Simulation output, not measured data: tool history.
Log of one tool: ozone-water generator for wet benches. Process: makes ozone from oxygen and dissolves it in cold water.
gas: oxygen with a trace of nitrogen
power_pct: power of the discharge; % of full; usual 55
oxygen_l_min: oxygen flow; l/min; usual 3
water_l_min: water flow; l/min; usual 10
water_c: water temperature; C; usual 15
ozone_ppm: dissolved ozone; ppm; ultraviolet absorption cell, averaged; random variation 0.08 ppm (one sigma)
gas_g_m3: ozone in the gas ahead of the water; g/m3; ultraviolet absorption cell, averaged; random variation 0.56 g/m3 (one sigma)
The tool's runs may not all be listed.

Run 1, hour 0: usual settings. Result: ozone_ppm 16.23 ppm, gas_g_m3 129.6 g/m3.
Run 2, hour 66: usual settings. Result: ozone_ppm 16.14 ppm, gas_g_m3 129.6 g/m3.
Run 3, hour 144.6: usual settings but oxygen_l_min 2.8 l/min. Result: ozone_ppm 16 ppm, gas_g_m3 132.1 g/m3.
Run 4, hour 178.8: usual settings but oxygen_l_min 2.8 l/min. Result: ozone_ppm 15.78 ppm, gas_g_m3 132.6 g/m3.
Run 5, hour 228: usual settings but oxygen_l_min 2.8 l/min. Result: ozone_ppm 15.91 ppm, gas_g_m3 133.4 g/m3.
Run 6, hour 305.5: usual settings but oxygen_l_min 3.08 l/min. Result: ozone_ppm 16.16 ppm, gas_g_m3 128.3 g/m3.
Run 7, hour 377.2: usual settings but oxygen_l_min 4.51 l/min. Result: ozone_ppm 17.59 ppm, gas_g_m3 114.6 g/m3.
Run 8, hour 433.6: usual settings but oxygen_l_min 1.87 l/min. Result: ozone_ppm 13.93 ppm, gas_g_m3 149.2 g/m3.
Run 9, hour 488.5: usual settings but oxygen_l_min 1.87 l/min. Result: ozone_ppm 14.11 ppm, gas_g_m3 148.5 g/m3.
Run 10, hour 560.6: usual settings but oxygen_l_min 1.87 l/min. Result: ozone_ppm 14.22 ppm, gas_g_m3 149.5 g/m3.
Run 11, hour 594.9: usual settings but oxygen_l_min 1.87 l/min. Result: ozone_ppm 14.15 ppm, gas_g_m3 150.1 g/m3.
Run 12, hour 658.1: usual settings but oxygen_l_min 1.87 l/min. Result: ozone_ppm 14.21 ppm, gas_g_m3 150 g/m3.
Run 13, hour 710.8: usual settings but oxygen_l_min 3.78 l/min. Result: ozone_ppm 17.03 ppm, gas_g_m3 120.2 g/m3.
Run 14, hour 759.3: usual settings but oxygen_l_min 2.07 l/min. Result: ozone_ppm 14.59 ppm, gas_g_m3 144.7 g/m3.
Run 15, hour 811.9: usual settings but oxygen_l_min 2.07 l/min. Result: ozone_ppm 14.61 ppm, gas_g_m3 144.5 g/m3.
Run 16, hour 858.5: usual settings. Result: ozone_ppm 16.26 ppm, gas_g_m3 129.8 g/m3.
Run 17, hour 927.1: usual settings but power_pct 83 % of full, water_l_min 6 l/min, water_c 12 C. Result: ozone_ppm 32.59 ppm, gas_g_m3 171.6 g/m3.
Run 18, hour 973.4: usual settings but power_pct 87 % of full, oxygen_l_min 1.78 l/min, water_l_min 6 l/min, water_c 8 C. Result: ozone_ppm 32.04 ppm, gas_g_m3 207.9 g/m3.
Run 19, hour 1040.3: usual settings but power_pct 85 % of full, oxygen_l_min 2.13 l/min. Result: ozone_ppm 20.02 ppm, gas_g_m3 194.6 g/m3.
Run 20, hour 1082.5: usual settings but power_pct 64 % of full, oxygen_l_min 3.15 l/min. Result: ozone_ppm 18.25 ppm, gas_g_m3 142.7 g/m3.
Run 21, hour 1155.5: usual settings but power_pct 77 % of full, oxygen_l_min 2.84 l/min. Result: ozone_ppm 20.55 ppm, gas_g_m3 165.4 g/m3.
Run 22, hour 1194.8: usual settings but power_pct 58 % of full, oxygen_l_min 2.81 l/min, water_l_min 8 l/min, water_c 12 C. Result: ozone_ppm 20.67 ppm, gas_g_m3 137.4 g/m3.
Run 23, hour 1227.9: usual settings but power_pct 58 % of full, oxygen_l_min 2.81 l/min, water_l_min 8 l/min, water_c 12 C. Result: ozone_ppm 20.79 ppm, gas_g_m3 137.5 g/m3.
Run 24, hour 1289.5: usual settings but water_c 11 C. Result: ozone_ppm 17.3 ppm, gas_g_m3 130.2 g/m3.
Run 25, hour 1346.4: usual settings but water_l_min 15 l/min, water_c 12 C. Result: ozone_ppm 12.18 ppm, gas_g_m3 129.3 g/m3.
Run 26, hour 1415.5: usual settings but oxygen_l_min 4.53 l/min, water_l_min 7 l/min. Result: ozone_ppm 22.08 ppm, gas_g_m3 114.9 g/m3.
Run 27, hour 1467.3: usual settings but oxygen_l_min 4.53 l/min, water_l_min 7 l/min. Result: ozone_ppm 22.09 ppm, gas_g_m3 115.7 g/m3.
Run 28, hour 1533.1: usual settings but oxygen_l_min 2.32 l/min, water_l_min 16 l/min. Result: ozone_ppm 10.06 ppm, gas_g_m3 140.6 g/m3.
Run 29, hour 1590.7: usual settings but power_pct 62 % of full, oxygen_l_min 2.23 l/min, water_l_min 8 l/min, water_c 14 C. Result: ozone_ppm 20.21 ppm, gas_g_m3 154.8 g/m3.
Run 30, hour 1662.8: usual settings but oxygen_l_min 3.4 l/min. Result: ozone_ppm 17.06 ppm, gas_g_m3 125.7 g/m3.
Run 31, hour 1740.1: usual settings but power_pct 59 % of full, oxygen_l_min 2.65 l/min, water_l_min 7 l/min, water_c 13 C. Result: ozone_ppm 22.46 ppm, gas_g_m3 140.9 g/m3.
Run 32, hour 1816.4: usual settings but power_pct 69 % of full, oxygen_l_min 2.65 l/min, water_l_min 7 l/min, water_c 13 C. Result: ozone_ppm 25.19 ppm, gas_g_m3 157 g/m3.

Hidden state or all else? Some run-to-run changes of ozone_ppm, split into what the settings, what came in and random variation would give without the hidden state, and what is left for the hidden state (with any gauge scatter that isn't in both results):
The hidden state here: yield of the discharge, % of new electrodes'; contactor's efficiency, % of a clean one's; true water temperature over the reading, C; drift of the gauge itself on ozone_ppm, %; drift of the gauge itself on gas_g_m3, %.
Run 16 -> 17: power_pct 55 -> 83, water_l_min 10 -> 6, water_c 15 -> 12. ozone_ppm +16.33 ppm: hidden state +0.17, all else +16.16.
Run 18 -> 19: power_pct 87 -> 85, oxygen_l_min 1.78 -> 2.13, water_l_min 6 -> 10, water_c 8 -> 15. ozone_ppm -12.02 ppm: hidden state -0.12, all else -11.9.
Run 27 -> 28: oxygen_l_min 4.53 -> 2.32, water_l_min 7 -> 16. ozone_ppm -12.03 ppm: hidden state -0.18, all else -11.85.
Run 28 -> 29: power_pct 55 -> 62, oxygen_l_min 2.32 -> 2.23, water_l_min 16 -> 8, water_c 15 -> 14. ozone_ppm +10.15 ppm: hidden state +0.18, all else +9.97.
